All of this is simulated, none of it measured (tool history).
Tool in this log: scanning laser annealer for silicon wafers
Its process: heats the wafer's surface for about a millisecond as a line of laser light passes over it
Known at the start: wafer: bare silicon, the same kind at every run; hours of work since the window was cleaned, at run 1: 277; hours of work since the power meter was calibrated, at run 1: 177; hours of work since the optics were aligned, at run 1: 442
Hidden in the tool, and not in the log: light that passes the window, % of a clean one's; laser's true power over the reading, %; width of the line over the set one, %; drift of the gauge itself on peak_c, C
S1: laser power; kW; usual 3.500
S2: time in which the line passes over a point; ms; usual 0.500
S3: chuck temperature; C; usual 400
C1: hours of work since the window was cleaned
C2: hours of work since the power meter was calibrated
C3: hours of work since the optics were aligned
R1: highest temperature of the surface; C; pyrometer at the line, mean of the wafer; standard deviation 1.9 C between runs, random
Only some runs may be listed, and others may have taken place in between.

{"run": 1, "hour": 0.0, "S1": 3.5, "S2": 0.5, "S3": 400, "C1": 277, "C2": 177, "C3": 442, "R1": 1173}
{"run": 2, "hour": 5.6, "S1": 3.5, "S2": 0.5, "S3": 400, "C1": 280, "C2": 179, "C3": 445, "R1": 1174}
{"run": 3, "hour": 13.6, "S1": 3.5, "S2": 0.5, "S3": 403, "C1": 284, "C2": 183, "C3": 448, "R1": 1175}
{"run": 4, "hour": 18.9, "S1": 3.5, "S2": 0.5, "S3": 403, "C1": 286, "C2": 186, "C3": 451, "R1": 1176}
{"run": 5, "hour": 25.7, "S1": 3.5, "S2": 0.5, "S3": 400, "C1": 290, "C2": 189, "C3": 454, "R1": 1173}
{"run": 6, "hour": 34.7, "S1": 3.5, "S2": 0.5, "S3": 400, "C1": 294, "C2": 193, "C3": 459, "R1": 1171}
{"run": 7, "hour": 45.2, "S1": 3.5, "S2": 0.5, "S3": 400, "C1": 299, "C2": 198, "C3": 464, "R1": 1173}
{"run": 8, "hour": 54.7, "S1": 3.715, "S2": 0.5, "S3": 400, "C1": 304, "C2": 203, "C3": 468, "R1": 1217}
{"run": 9, "hour": 59.4, "S1": 3.715, "S2": 0.5, "S3": 400, "C1": 306, "C2": 205, "C3": 470, "R1": 1220}
{"run": 10, "hour": 69.4, "S1": 3.5, "S2": 0.593, "S3": 400, "C1": 311, "C2": 210, "C3": 475, "R1": 1247}
{"run": 11, "hour": 78.9, "S1": 3.5, "S2": 0.593, "S3": 400, "C1": 315, "C2": 215, "C3": 480, "R1": 1243}
{"run": 12, "hour": 83.3, "S1": 3.5, "S2": 0.5, "S3": 437, "C1": 317, "C2": 217, "C3": 482, "R1": 1208}
{"run": 13, "hour": 88.7, "S1": 3.5, "S2": 0.5, "S3": 437, "C1": 320, "C2": 219, "C3": 484, "R1": 1209}
{"hour": 94.7, "done": "optics aligned, line set to its width"}
{"run": 14, "hour": 104.1, "S1": 3.5, "S2": 0.5, "S3": 437, "C1": 325, "C2": 224, "C3": 5, "R1": 1208}
{"run": 15, "hour": 109.6, "S1": 3.5, "S2": 0.5, "S3": 437, "C1": 328, "C2": 227, "C3": 7, "R1": 1206}
{"run": 16, "hour": 118.4, "S1": 3.5, "S2": 0.5, "S3": 400, "C1": 332, "C2": 231, "C3": 11, "R1": 1169}
{"run": 17, "hour": 123.9, "S1": 3.5, "S2": 0.5, "S3": 400, "C1": 334, "C2": 234, "C3": 14, "R1": 1164}
{"run": 18, "hour": 129.9, "S1": 3.5, "S2": 0.5, "S3": 400, "C1": 337, "C2": 237, "C3": 17, "R1": 1168}
{"run": 19, "hour": 137.5, "S1": 3.5, "S2": 0.5, "S3": 400, "C1": 341, "C2": 240, "C3": 21, "R1": 1166}
{"hour": 143.0, "done": "optics aligned, line set to its width, once more"}
{"run": 20, "hour": 151.6, "S1": 3.5, "S2": 0.5, "S3": 400, "C1": 345, "C2": 245, "C3": 4, "R1": 1171}
{"run": 21, "hour": 162.1, "S1": 3.5, "S2": 0.5, "S3": 400, "C1": 350, "C2": 250, "C3": 9, "R1": 1176}
{"run": 22, "hour": 167.5, "S1": 3.309, "S2": 0.5, "S3": 400, "C1": 353, "C2": 252, "C3": 12, "R1": 1134}
{"run": 23, "hour": 172.9, "S1": 3.5, "S2": 0.351, "S3": 401, "C1": 355, "C2": 255, "C3": 14, "R1": 1036}
{"run": 24, "hour": 183.4, "S1": 3.838, "S2": 0.351, "S3": 401, "C1": 361, "C2": 260, "C3": 19, "R1": 1105}
{"run": 25, "hour": 192.3, "S1": 3.738, "S2": 0.426, "S3": 412, "C1": 365, "C2": 264, "C3": 24, "R1": 1170}
{"run": 26, "hour": 200.0, "S1": 3.676, "S2": 0.372, "S3": 412, "C1": 368, "C2": 268, "C3": 27, "R1": 1103}
{"run": 27, "hour": 204.5, "S1": 3.676, "S2": 0.372, "S3": 412, "C1": 371, "C2": 270, "C3": 29, "R1": 1103}
{"run": 28, "hour": 209.7, "S1": 3.511, "S2": 0.487, "S3": 367, "C1": 373, "C2": 272, "C3": 32, "R1": 1131}
{"run": 29, "hour": 215.9, "S1": 3.381, "S2": 0.487, "S3": 367, "C1": 376, "C2": 275, "C3": 35, "R1": 1104}
{"run": 30, "hour": 226.3, "S1": 3.381, "S2": 0.487, "S3": 367, "C1": 381, "C2": 280, "C3": 40, "R1": 1106}
{"run": 31, "hour": 232.9, "S1": 3.381, "S2": 0.487, "S3": 367, "C1": 384, "C2": 284, "C3": 43, "R1": 1104}
{"run": 32, "hour": 240.8, "S1": 3.381, "S2": 0.487, "S3": 367, "C1": 388, "C2": 287, "C3": 47, "R1": 1102}
{"run": 33, "hour": 250.1, "S1": 3.495, "S2": 0.422, "S3": 411, "C1": 393, "C2": 292, "C3": 51, "R1": 1116}
{"run": 34, "hour": 258.6, "S1": 3.103, "S2": 0.407, "S3": 411, "C1": 397, "C2": 296, "C3": 55, "R1": 1027}
{"run": 35, "hour": 263.7, "S1": 3.356, "S2": 0.5, "S3": 412, "C1": 399, "C2": 298, "C3": 58, "R1": 1156}
{"run": 36, "hour": 273.0, "S1": 3.296, "S2": 0.606, "S3": 369, "C1": 404, "C2": 303, "C3": 62, "R1": 1177}
{"run": 37, "hour": 283.5, "S1": 3.296, "S2": 0.606, "S3": 369, "C1": 409, "C2": 308, "C3": 67, "R1": 1175}
{"run": 38, "hour": 290.8, "S1": 3.5, "S2": 0.486, "S3": 376, "C1": 412, "C2": 311, "C3": 71, "R1": 1135}
{"run": 39, "hour": 299.2, "S1": 3.5, "S2": 0.608, "S3": 376, "C1": 416, "C2": 315, "C3": 75, "R1": 1236}
{"run": 40, "hour": 306.1, "S1": 3.5, "S2": 0.5, "S3": 371, "C1": 419, "C2": 319, "C3": 78, "R1": 1143}

Consider 3 possible next runs. They are alternatives, not a sequence: every one starts from the tool as it was left by run 40. What does each give?
{"run": "A", "hour": 314.4, "S1": 3.5, "S2": 0.367, "S3": 406, "C1": 423, "C2": 323, "C3": 82, "R1": "?"}
{"run": "B", "hour": 314.4, "S1": 3.243, "S2": 0.532, "S3": 432, "C1": 423, "C2": 323, "C3": 82, "R1": "?"}
{"run": "C", "hour": 314.4, "S1": 3.752, "S2": 0.359, "S3": 397, "C1": 423, "C2": 323, "C3": 82, "R1": "?"}

run=A R1=1058
run=B R1=1173
run=C R1=1088
What these runs would have given with no unlogged condition in the tool:
run=A R1=1073
run=B R1=1191
run=C R1=1105
